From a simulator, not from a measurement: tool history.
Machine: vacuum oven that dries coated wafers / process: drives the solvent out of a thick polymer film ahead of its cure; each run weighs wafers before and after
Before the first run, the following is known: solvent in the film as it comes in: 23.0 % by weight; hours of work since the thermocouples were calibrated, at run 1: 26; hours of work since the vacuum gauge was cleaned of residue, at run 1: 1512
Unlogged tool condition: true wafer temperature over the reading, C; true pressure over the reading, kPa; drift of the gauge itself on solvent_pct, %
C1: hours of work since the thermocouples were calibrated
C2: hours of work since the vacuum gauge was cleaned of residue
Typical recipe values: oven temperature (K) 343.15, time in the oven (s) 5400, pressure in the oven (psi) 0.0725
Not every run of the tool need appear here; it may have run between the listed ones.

run 1 hour=0.0 | oven_temperature_(K)=343.15 time_in_the_oven_(s)=5400 pressure_in_the_oven_(psi)=0.0725 | C1=26 C2=1512 | solvent_left_in_the_film_(%)=2.58
run 2 hour=54.1 | oven_temperature_(K)=343.15 time_in_the_oven_(s)=5400 pressure_in_the_oven_(psi)=0.0725 | C1=57 C2=1542 | solvent_left_in_the_film_(%)=2.54
run 3 hour=88.6 | oven_temperature_(K)=343.15 time_in_the_oven_(s)=5400 pressure_in_the_oven_(psi)=0.0725 | C1=76 C2=1562 | solvent_left_in_the_film_(%)=2.64
run 4 hour=127.2 | oven_temperature_(K)=343.15 time_in_the_oven_(s)=5400 pressure_in_the_oven_(psi)=0.2289 | C1=98 C2=1583 | solvent_left_in_the_film_(%)=3.96
run 5 hour=176.6 | oven_temperature_(K)=343.15 time_in_the_oven_(s)=5400 pressure_in_the_oven_(psi)=0.1843 | C1=126 C2=1611 | solvent_left_in_the_film_(%)=3.56
run 6 hour=230.8 | oven_temperature_(K)=331.15 time_in_the_oven_(s)=5400 pressure_in_the_oven_(psi)=0.0725 | C1=156 C2=1642 | solvent_left_in_the_film_(%)=8.23
run 7 hour=287.4 | oven_temperature_(K)=343.15 time_in_the_oven_(s)=5880 pressure_in_the_oven_(psi)=0.0725 | C1=188 C2=1674 | solvent_left_in_the_film_(%)=2.20
run 8 hour=323.2 | oven_temperature_(K)=343.15 time_in_the_oven_(s)=5340 pressure_in_the_oven_(psi)=0.0725 | C1=208 C2=1694 | solvent_left_in_the_film_(%)=2.62
run 9 hour=384.5 | oven_temperature_(K)=343.15 time_in_the_oven_(s)=5340 pressure_in_the_oven_(psi)=0.0725 | C1=243 C2=1728 | solvent_left_in_the_film_(%)=2.66
run 10 hour=413.1 | oven_temperature_(K)=343.15 time_in_the_oven_(s)=5340 pressure_in_the_oven_(psi)=0.0725 | C1=259 C2=1744 | solvent_left_in_the_film_(%)=2.65
-- hour=418.0 vacuum gauge cleaned of residue and calibrated
run 11 hour=459.1 | oven_temperature_(K)=343.15 time_in_the_oven_(s)=5340 pressure_in_the_oven_(psi)=0.0725 | C1=284 C2=23 | solvent_left_in_the_film_(%)=2.67
run 12 hour=496.9 | oven_temperature_(K)=343.15 time_in_the_oven_(s)=5400 pressure_in_the_oven_(psi)=0.0725 | C1=305 C2=44 | solvent_left_in_the_film_(%)=2.32
run 13 hour=561.2 | oven_temperature_(K)=343.15 time_in_the_oven_(s)=5400 pressure_in_the_oven_(psi)=0.0725 | C1=341 C2=81 | solvent_left_in_the_film_(%)=2.56
run 14 hour=588.6 | oven_temperature_(K)=343.15 time_in_the_oven_(s)=5400 pressure_in_the_oven_(psi)=0.0725 | C1=357 C2=96 | solvent_left_in_the_film_(%)=2.61
run 15 hour=644.0 | oven_temperature_(K)=335.15 time_in_the_oven_(s)=5400 pressure_in_the_oven_(psi)=0.0725 | C1=388 C2=127 | solvent_left_in_the_film_(%)=6.03
run 16 hour=674.5 | oven_temperature_(K)=335.15 time_in_the_oven_(s)=5400 pressure_in_the_oven_(psi)=0.0725 | C1=405 C2=144 | solvent_left_in_the_film_(%)=6.10
run 17 hour=738.5 | oven_temperature_(K)=335.15 time_in_the_oven_(s)=5400 pressure_in_the_oven_(psi)=0.0725 | C1=441 C2=180 | solvent_left_in_the_film_(%)=6.05
run 18 hour=806.8 | oven_temperature_(K)=343.15 time_in_the_oven_(s)=5400 pressure_in_the_oven_(psi)=0.0725 | C1=480 C2=219 | solvent_left_in_the_film_(%)=2.53
run 19 hour=869.6 | oven_temperature_(K)=343.15 time_in_the_oven_(s)=5400 pressure_in_the_oven_(psi)=0.1066 | C1=515 C2=254 | solvent_left_in_the_film_(%)=2.84
run 20 hour=919.0 | oven_temperature_(K)=343.15 time_in_the_oven_(s)=5400 pressure_in_the_oven_(psi)=0.1066 | C1=543 C2=282 | solvent_left_in_the_film_(%)=2.85
run 21 hour=966.9 | oven_temperature_(K)=343.15 time_in_the_oven_(s)=5400 pressure_in_the_oven_(psi)=0.1066 | C1=570 C2=309 | solvent_left_in_the_film_(%)=2.93
run 22 hour=1012.5 | oven_temperature_(K)=343.15 time_in_the_oven_(s)=5400 pressure_in_the_oven_(psi)=0.1066 | C1=595 C2=335 | solvent_left_in_the_film_(%)=2.87
run 23 hour=1079.6 | oven_temperature_(K)=355.15 time_in_the_oven_(s)=8580 pressure_in_the_oven_(psi)=0.0725 | C1=633 C2=372 | solvent_left_in_the_film_(%)=0.42
run 24 hour=1138.0 | oven_temperature_(K)=357.15 time_in_the_oven_(s)=9480 pressure_in_the_oven_(psi)=0.0725 | C1=666 C2=405 | solvent_left_in_the_film_(%)=0.37
run 25 hour=1175.4 | oven_temperature_(K)=334.15 time_in_the_oven_(s)=3240 pressure_in_the_oven_(psi)=0.1178 | C1=687 C2=426 | solvent_left_in_the_film_(%)=10.32
run 26 hour=1242.6 | oven_temperature_(K)=334.15 time_in_the_oven_(s)=8340 pressure_in_the_oven_(psi)=0.0622 | C1=725 C2=464 | solvent_left_in_the_film_(%)=3.91
run 27 hour=1272.3 | oven_temperature_(K)=337.15 time_in_the_oven_(s)=8340 pressure_in_the_oven_(psi)=0.0898 | C1=742 C2=481 | solvent_left_in_the_film_(%)=3.00
run 28 hour=1303.6 | oven_temperature_(K)=351.15 time_in_the_oven_(s)=7680 pressure_in_the_oven_(psi)=0.0508 | C1=759 C2=499 | solvent_left_in_the_film_(%)=0.43
run 29 hour=1356.0 | oven_temperature_(K)=351.15 time_in_the_oven_(s)=4200 pressure_in_the_oven_(psi)=0.0656 | C1=789 C2=528 | solvent_left_in_the_film_(%)=1.27
run 30 hour=1424.2 | oven_temperature_(K)=351.15 time_in_the_oven_(s)=4200 pressure_in_the_oven_(psi)=0.0656 | C1=827 C2=567 | solvent_left_in_the_film_(%)=1.24
run 31 hour=1457.8 | oven_temperature_(K)=351.15 time_in_the_oven_(s)=4200 pressure_in_the_oven_(psi)=0.0656 | C1=846 C2=585 | solvent_left_in_the_film_(%)=1.24
run 32 hour=1512.0 | oven_temperature_(K)=351.15 time_in_the_oven_(s)=4200 pressure_in_the_oven_(psi)=0.0656 | C1=877 C2=616 | solvent_left_in_the_film_(%)=1.35
run 33 hour=1555.7 | oven_temperature_(K)=351.15 time_in_the_oven_(s)=4200 pressure_in_the_oven_(psi)=0.0656 | C1=901 C2=641 | solvent_left_in_the_film_(%)=1.29
run 34 hour=1624.1 | oven_temperature_(K)=351.15 time_in_the_oven_(s)=4200 pressure_in_the_oven_(psi)=0.0656 | C1=940 C2=679 | solvent_left_in_the_film_(%)=1.30
run 35 hour=1652.3 | oven_temperature_(K)=339.15 time_in_the_oven_(s)=3780 pressure_in_the_oven_(psi)=0.0656 | C1=956 C2=695 | solvent_left_in_the_film_(%)=6.29
run 36 hour=1692.6 | oven_temperature_(K)=352.15 time_in_the_oven_(s)=8160 pressure_in_the_oven_(psi)=0.0737 | C1=978 C2=718 | solvent_left_in_the_film_(%)=0.60
run 37 hour=1752.2 | oven_temperature_(K)=352.15 time_in_the_oven_(s)=8160 pressure_in_the_oven_(psi)=0.0737 | C1=1012 C2=751 | solvent_left_in_the_film_(%)=0.54
run 38 hour=1781.9 | oven_temperature_(K)=343.15 time_in_the_oven_(s)=2760 pressure_in_the_oven_(psi)=0.0364 | C1=1029 C2=768 | solvent_left_in_the_film_(%)=6.05
-- hour=1821.3 oven's thermocouples calibrated
run 39 hour=1826.1 | oven_temperature_(K)=343.15 time_in_the_oven_(s)=2760 pressure_in_the_oven_(psi)=0.0364 | C1=3 C2=792 | solvent_left_in_the_film_(%)=6.13
run 40 hour=1858.3 | oven_temperature_(K)=343.15 time_in_the_oven_(s)=2760 pressure_in_the_oven_(psi)=0.0364 | C1=21 C2=810 | solvent_left_in_the_film_(%)=6.13
run 41 hour=1903.2 | oven_temperature_(K)=343.15 time_in_the_oven_(s)=2760 pressure_in_the_oven_(psi)=0.0364 | C1=46 C2=835 | solvent_left_in_the_film_(%)=6.10
run 42 hour=1950.6 | oven_temperature_(K)=343.15 time_in_the_oven_(s)=2760 pressure_in_the_oven_(psi)=0.0364 | C1=73 C2=862 | solvent_left_in_the_film_(%)=6.10
run 43 hour=2004.5 | oven_temperature_(K)=333.15 time_in_the_oven_(s)=3900 pressure_in_the_oven_(psi)=0.0725 | C1=103 C2=892 | solvent_left_in_the_film_(%)=9.35

4 ways to go on from here, each from the tool as it stands after run 43. What would each give?
run A hour=2041.3 | oven_temperature_(K)=341.15 time_in_the_oven_(s)=5400 pressure_in_the_oven_(psi)=0.2554 | C1=124 C2=913 | solvent_left_in_the_film_(%)=?
run B hour=2041.3 | oven_temperature_(K)=343.15 time_in_the_oven_(s)=5220 pressure_in_the_oven_(psi)=0.0600 | C1=124 C2=913 | solvent_left_in_the_film_(%)=?
run C hour=2041.3 | oven_temperature_(K)=333.15 time_in_the_oven_(s)=5400 pressure_in_the_oven_(psi)=0.2189 | C1=124 C2=913 | solvent_left_in_the_film_(%)=?
run D hour=2041.3 | oven_temperature_(K)=346.15 time_in_the_oven_(s)=3900 pressure_in_the_oven_(psi)=0.0725 | C1=124 C2=913 | solvent_left_in_the_film_(%)=?

run=A solvent_left_in_the_film_(%)=4.95
run=B solvent_left_in_the_film_(%)=2.58
run=C solvent_left_in_the_film_(%)=8.67
run=D solvent_left_in_the_film_(%)=2.99
Stripped of hidden state, with their random variation kept, the same runs would have yielded:
run=A solvent_left_in_the_film_(%)=4.94
run=B solvent_left_in_the_film_(%)=2.57
run=C solvent_left_in_the_film_(%)=8.65
run=D solvent_left_in_the_film_(%)=2.98
